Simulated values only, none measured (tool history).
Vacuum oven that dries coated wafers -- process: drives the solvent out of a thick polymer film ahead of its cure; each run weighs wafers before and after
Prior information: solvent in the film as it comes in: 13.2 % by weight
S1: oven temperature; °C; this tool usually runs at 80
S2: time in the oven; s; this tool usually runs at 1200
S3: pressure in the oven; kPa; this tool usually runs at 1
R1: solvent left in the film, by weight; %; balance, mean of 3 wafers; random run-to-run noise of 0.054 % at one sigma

run	hour	S1	S2	S3	R1
1	0	80	1200	1	2.64
2	41.7	78	1200	1	3.06
3	85.2	78	1200	1	3.04
4	137.7	78	1200	1	2.92
5	197.8	78	1200	1	3.17
6	252.4	80	1200	1	2.88
7	316.8	80	780	1	4.39
8	376.9	80	1200	1	2.87
9	443.4	80	1200	1	2.9
10	473.4	80	1200	1	2.93
11	504.9	80	1200	1	2.95
# hour 533: oven's thermocouples calibrated
12	567.7	80	1200	1	2.2
13	611.6	80	1200	1	2.26
14	673.8	80	1200	1	2.32
15	730.7	80	1200	1	2.28
16	771.2	80	1200	1	2.24
17	811.1	82	1140	1.87	2.52
18	840.5	82	840	1.04	3
19	881.5	88	1800	1.27	0.79
# hour 928: vacuum gauge cleaned of residue and calibrated
20	940.2	88	2040	1.27	0.6
21	991	78	1260	1.64	2.79
22	1026	78	1260	3.06	3.53
23	1059.4	78	1260	3.06	3.53
24	1121	76	840	2.05	4.9
25	1152.4	70	960	3.8	6.86
26	1193.3	70	960	3.8	6.99
27	1242.8	69	1560	3.32	5.49
28	1274.9	69	1560	3.32	5.35
29	1309.1	71	1560	2.68	4.51
30	1338.2	92	2100	0.88	0.39

3 ways to go on from here, each from the tool as it stands after run 30. What would each give?
A	1368	80	1200	1.55	?
B	1368	89	600	0.64	?
C	1368	66	1200	1	?

run	R1
A	2.58
B	2.76
C	5.61
With the hidden condition removed and each run's random variation left untouched, the same runs would have given:
run	R1
A	2.33
B	2.51
C	5.29

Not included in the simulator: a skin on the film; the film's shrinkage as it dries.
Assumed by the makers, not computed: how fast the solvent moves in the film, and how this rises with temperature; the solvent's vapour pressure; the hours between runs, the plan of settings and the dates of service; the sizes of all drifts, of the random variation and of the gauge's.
